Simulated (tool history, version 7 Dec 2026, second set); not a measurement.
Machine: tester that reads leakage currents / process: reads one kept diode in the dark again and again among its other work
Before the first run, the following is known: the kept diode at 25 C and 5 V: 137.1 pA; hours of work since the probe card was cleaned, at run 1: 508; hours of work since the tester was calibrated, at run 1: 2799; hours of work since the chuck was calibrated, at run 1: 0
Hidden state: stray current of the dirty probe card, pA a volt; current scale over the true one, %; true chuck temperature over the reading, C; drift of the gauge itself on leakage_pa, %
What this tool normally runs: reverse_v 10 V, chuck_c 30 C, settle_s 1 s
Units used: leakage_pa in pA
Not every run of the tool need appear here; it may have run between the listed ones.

| run | hour | reverse_v | chuck_c | settle_s | hours of work since the probe card was cleaned | hours of work since the tester was calibrated | hours of work since the chuck was calibrated | leakage_pa |
|---|---|---|---|---|---|---|---|---|
| 1 | 0 | 10 | 30 | 1 | 508 | 2799 | 0 | 289.39 |
| 2 | 71.5 | 10 | 30 | 1 | 563 | 2854 | 55 | 287.75 |
| 3 | 167.8 | 10 | 30 | 1 | 636 | 2928 | 129 | 287.54 |
| 4 | 274.4 | 10 | 30 | 1 | 718 | 3009 | 210 | 286.9 |
| 5 | 342.2 | 10 | 30 | 1 | 770 | 3061 | 262 | 285.96 |
| 6 | 416.3 | 10 | 30 | 1 | 827 | 3118 | 319 | 286.67 |
| 7 | 511.7 | 10 | 30 | 1 | 900 | 3191 | 392 | 284.45 |
| 8 | 563.9 | 10 | 30 | 1 | 940 | 3231 | 432 | 285.42 |
| 9 | 646.9 | 10 | 30 | 1 | 1003 | 3295 | 495 | 284.35 |
| 10 | 719.8 | 10 | 30 | 1 | 1059 | 3350 | 551 | 282.99 |
| 11 | 780.6 | 10 | 30 | 1 | 1106 | 3397 | 598 | 283.3 |
| 12 | 849.5 | 4.4 | 30 | 1 | 1158 | 3450 | 651 | 181.52 |
| 13 | 937 | 4.4 | 30 | 1 | 1225 | 3517 | 717 | 181.39 |
| 14 | 1012.1 | 4.4 | 30 | 1 | 1283 | 3574 | 775 | 181.98 |
| 15 | 1062.5 | 10 | 30 | 1 | 1322 | 3613 | 814 | 281.11 |
| 16 | 1162.8 | 10 | 30 | 1 | 1398 | 3690 | 890 | 280.4 |
| 17 | 1268.9 | 10 | 24 | 1 | 1480 | 3771 | 972 | 181.81 |
| 18 | 1316.7 | 10 | 24 | 1 | 1516 | 3808 | 1008 | 182.06 |
| 19 | 1402.2 | 1 | 24 | 1 | 1582 | 3873 | 1074 | 52.93 |
|  | 1450.3 | tester calibrated |
| 20 | 1511.8 | 2.5 | 30 | 1 | 1664 | 47 | 1156 | 129.43 |
| 21 | 1608.2 | 12.7 | 30 | 2.09 | 1738 | 121 | 1230 | 309.75 |
| 22 | 1663.1 | 8.6 | 24 | 1.81 | 1780 | 163 | 1272 | 162.25 |
| 23 | 1716 | 1.9 | 30 | 9.02 | 1820 | 203 | 1312 | 111.39 |
| 24 | 1763.8 | 1.9 | 30 | 9.02 | 1857 | 240 | 1349 | 110.95 |
| 25 | 1862.2 | 1.9 | 30 | 9.02 | 1932 | 315 | 1424 | 110.5 |
| 26 | 1958.2 | 10 | 33 | 1 | 2006 | 389 | 1498 | 331.94 |
| 27 | 2027 | 5 | 42 | 1 | 2059 | 442 | 1551 | 419.78 |
| 28 | 2106.7 | 10 | 30 | 6.48 | 2120 | 503 | 1612 | 268.25 |
| 29 | 2198 | 2.7 | 50 | 1 | 2190 | 573 | 1682 | 506.53 |
| 30 | 2309.6 | 3 | 27 | 1 | 2275 | 658 | 1767 | 112.64 |
| 31 | 2418.9 | 3 | 27 | 1 | 2359 | 742 | 1851 | 112.57 |
| 32 | 2496.8 | 3 | 27 | 1 | 2418 | 801 | 1910 | 112.05 |
| 33 | 2567.2 | 7.9 | 30 | 0.5 | 2472 | 855 | 1964 | 234.46 |
| 34 | 2654 | 7.9 | 30 | 0.5 | 2539 | 922 | 2031 | 233.59 |
| 35 | 2708.8 | 7.9 | 26 | 0.5 | 2581 | 964 | 2073 | 175.39 |
| 36 | 2768.7 | 1.9 | 41 | 1.69 | 2627 | 1010 | 2119 | 230.85 |
| 37 | 2842.5 | 1.9 | 26 | 6.01 | 2683 | 1066 | 2175 | 80.1 |
|  | 2876.4 | chuck's temperature calibrated |
| 38 | 2943.2 | 4.4 | 27 | 7.98 | 2759 | 1142 | 51 | 152.61 |
| 39 | 3055.5 | 6.3 | 30 | 0.81 | 2845 | 1228 | 137 | 229.72 |

Across each entry between runs, compare the hidden state at the last listed run before it with the hidden state at the first listed run after it:
From run 19 to run 20: tester calibrated (hour 1450.3)
  stray current of the dirty probe card, pA a volt: 0.61 -> 0.64; current scale over the true one, %: 2.29 -> 0.16; true chuck temperature over the reading, C: -0.92 -> -0.99
  the result without the hidden state subtracted from the measured one, leakage_pa: -1.88 -> -7.65 pA
From run 37 to run 38: chuck's temperature calibrated (hour 2876.4)
  stray current of the dirty probe card, pA a volt: 1.046 -> 1.076; current scale over the true one, %: 0.8 -> 0.84; true chuck temperature over the reading, C: -1.76 -> -0.17
  the result without the hidden state subtracted from the measured one, leakage_pa: -8.2 -> +4.08 pA

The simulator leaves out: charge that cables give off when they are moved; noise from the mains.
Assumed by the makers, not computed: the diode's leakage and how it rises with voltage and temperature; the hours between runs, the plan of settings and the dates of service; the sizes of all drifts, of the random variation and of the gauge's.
